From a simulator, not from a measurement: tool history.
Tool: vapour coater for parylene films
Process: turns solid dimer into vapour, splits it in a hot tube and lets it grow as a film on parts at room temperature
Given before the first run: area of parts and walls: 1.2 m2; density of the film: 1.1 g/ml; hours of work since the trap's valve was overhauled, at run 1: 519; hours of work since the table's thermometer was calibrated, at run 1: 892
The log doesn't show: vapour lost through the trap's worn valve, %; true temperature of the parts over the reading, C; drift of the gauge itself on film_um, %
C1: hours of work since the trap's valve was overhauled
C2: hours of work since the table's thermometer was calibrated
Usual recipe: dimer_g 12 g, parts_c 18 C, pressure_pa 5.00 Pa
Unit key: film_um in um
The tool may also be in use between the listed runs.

run 1 hour=0.0 | dimer_g=12 parts_c=18 pressure_pa=5.00 | C1=519 C2=892 | film_um=6.05
run 2 hour=20.5 | dimer_g=12 parts_c=18 pressure_pa=5.00 | C1=530 C2=903 | film_um=5.99
run 3 hour=42.2 | dimer_g=12 parts_c=18 pressure_pa=5.00 | C1=542 C2=915 | film_um=5.80
run 4 hour=73.2 | dimer_g=12 parts_c=24 pressure_pa=5.00 | C1=559 C2=932 | film_um=5.29
-- hour=98.8 trap's valve overhauled
run 5 hour=105.3 | dimer_g=12 parts_c=24 pressure_pa=5.00 | C1=4 C2=948 | film_um=5.82
run 6 hour=130.6 | dimer_g=12 parts_c=18 pressure_pa=6.51 | C1=18 C2=962 | film_um=6.01
run 7 hour=163.8 | dimer_g=13 parts_c=20 pressure_pa=7.14 | C1=36 C2=980 | film_um=6.16

Predict the results of run 8:
run 8 hour=186.0 | dimer_g=19 parts_c=20 pressure_pa=7.45 | C1=48 C2=993 | film_um=?

Logged for run 8: film_um 8.99 um.
Had the tool carried no hidden state, the very same run would have given film_um 9.21 um.

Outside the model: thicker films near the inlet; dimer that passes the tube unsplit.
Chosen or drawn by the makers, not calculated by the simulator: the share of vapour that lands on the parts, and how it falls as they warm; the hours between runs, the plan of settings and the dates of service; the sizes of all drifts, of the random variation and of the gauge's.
